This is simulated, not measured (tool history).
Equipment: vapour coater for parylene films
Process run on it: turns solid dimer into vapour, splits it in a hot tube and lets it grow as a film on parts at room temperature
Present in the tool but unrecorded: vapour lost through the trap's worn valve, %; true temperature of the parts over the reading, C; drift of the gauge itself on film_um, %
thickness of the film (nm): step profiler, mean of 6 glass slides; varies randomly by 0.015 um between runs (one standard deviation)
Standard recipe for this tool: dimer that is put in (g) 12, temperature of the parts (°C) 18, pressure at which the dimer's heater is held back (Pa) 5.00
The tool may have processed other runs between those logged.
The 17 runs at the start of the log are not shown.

| run | hour | dimer that is put in (g) | temperature of the parts (°C) | pressure at which the dimer's heater is held back (Pa) | hours of work since the trap's valve was overhauled | hours of work since the table's thermometer was calibrated | thickness of the film (nm) |
|---|---|---|---|---|---|---|---|
| 18 | 785.5 | 12 | 18 | 5.00 | 282 | 1210 | 2560 |
| 19 | 848.0 | 19 | 17 | 2.97 | 328 | 1256 | 4450 |
| 20 | 899.7 | 9 | 14 | 10.51 | 367 | 1295 | 1840 |
|  | 907.3 | trap's valve overhauled |
| 21 | 930.9 | 16 | 12 | 5.00 | 18 | 1315 | 4440 |
| 22 | 993.4 | 16 | 12 | 5.00 | 64 | 1361 | 4390 |
| 23 | 1046.6 | 16 | 12 | 5.00 | 104 | 1401 | 4330 |
| 24 | 1093.6 | 19 | 12 | 5.00 | 138 | 1436 | 5090 |
| 25 | 1147.2 | 13 | 12 | 5.00 | 178 | 1476 | 3430 |
| 26 | 1194.4 | 7 | 11 | 3.28 | 213 | 1511 | 2010 |
| 27 | 1247.3 | 7 | 11 | 3.28 | 253 | 1550 | 1990 |
| 28 | 1295.0 | 7 | 11 | 3.28 | 288 | 1586 | 1960 |
| 29 | 1330.6 | 7 | 11 | 3.28 | 315 | 1612 | 1940 |
| 30 | 1368.4 | 12 | 10 | 6.53 | 343 | 1640 | 3040 |
|  | 1409.4 | trap's valve overhauled |
| 31 | 1418.4 | 17 | 27 | 2.01 | 7 | 1675 | 3570 |
|  | 1428.6 | table's thermometer calibrated |
| 32 | 1481.7 | 17 | 28 | 2.28 | 53 | 39 | 3220 |
| 33 | 1543.2 | 6 | 28 | 2.28 | 99 | 85 | 1130 |
| 34 | 1589.8 | 6 | 12 | 5.00 | 133 | 120 | 1560 |

5 options for the next run, each taken on its own from the tool as it stands now. Forecast them:
| A | 1624.5 | 13 | 12 | 4.13 | 159 | 146 | ? |
| B | 1624.5 | 12 | 13 | 2.42 | 159 | 146 | ? |
| C | 1624.5 | 7 | 13 | 5.00 | 159 | 146 | ? |
| D | 1624.5 | 12 | 18 | 5.59 | 159 | 146 | ? |
| E | 1624.5 | 19 | 25 | 10.19 | 159 | 146 | ? |

| run | thickness of the film (nm) |
|---|---|
| A | 3480 |
| B | 3410 |
| C | 1760 |
| D | 2540 |
| E | 2970 |
Had the tool no hidden state, the same runs would have come out as:
| run | thickness of the film (nm) |
|---|---|
| A | 3670 |
| B | 3590 |
| C | 1860 |
| D | 2680 |
| E | 3130 |
